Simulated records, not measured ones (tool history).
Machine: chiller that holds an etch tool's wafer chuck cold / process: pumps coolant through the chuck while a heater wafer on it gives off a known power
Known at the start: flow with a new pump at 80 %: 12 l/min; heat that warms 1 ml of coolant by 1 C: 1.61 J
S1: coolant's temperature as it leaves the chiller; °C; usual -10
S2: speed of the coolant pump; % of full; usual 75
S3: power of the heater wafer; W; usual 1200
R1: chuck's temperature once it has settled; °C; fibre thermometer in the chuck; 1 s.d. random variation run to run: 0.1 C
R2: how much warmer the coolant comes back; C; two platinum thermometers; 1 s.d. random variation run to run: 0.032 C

run	hour	S1	S2	S3	R1	R2
1	0.0	-10	75	1200	2.1	3.98
2	33.6	-10	75	1200	2.2	3.93
3	58.0	-10	93	1200	0.0	3.16
4	92.6	-10	93	1200	0.0	3.15
5	132.3	-10	84	1200	1.0	3.53
6	153.9	-10	84	1200	1.1	3.62
7	171.2	-10	84	1200	0.9	3.54
8	208.7	-10	84	1200	1.0	3.53
9	237.2	-10	84	1440	3.3	4.25
10	258.7	-17	75	1105	-5.8	3.65
11	275.6	-17	75	1105	-5.7	3.61
12	301.1	-1	90	968	7.3	2.70

Alternative continuations, all from the tool just after run 12; predict every row:
A	321.9	-1	90	1162	?	?
B	321.9	-10	62	1200	?	?
C	321.9	-10	75	995	?	?
D	321.9	-10	77	1200	?	?
E	321.9	-1	75	968	?	?

run	R1	R2
A	9.0	3.17
B	4.3	4.79
C	0.1	3.23
D	1.8	3.83
E	8.7	3.17
Take away the tool's hidden state, keep each run's random variation, and the runs would have read:
run	R1	R2
A	9.0	3.17
B	4.3	4.79
C	0.1	3.23
D	1.8	3.83
E	8.7	3.17
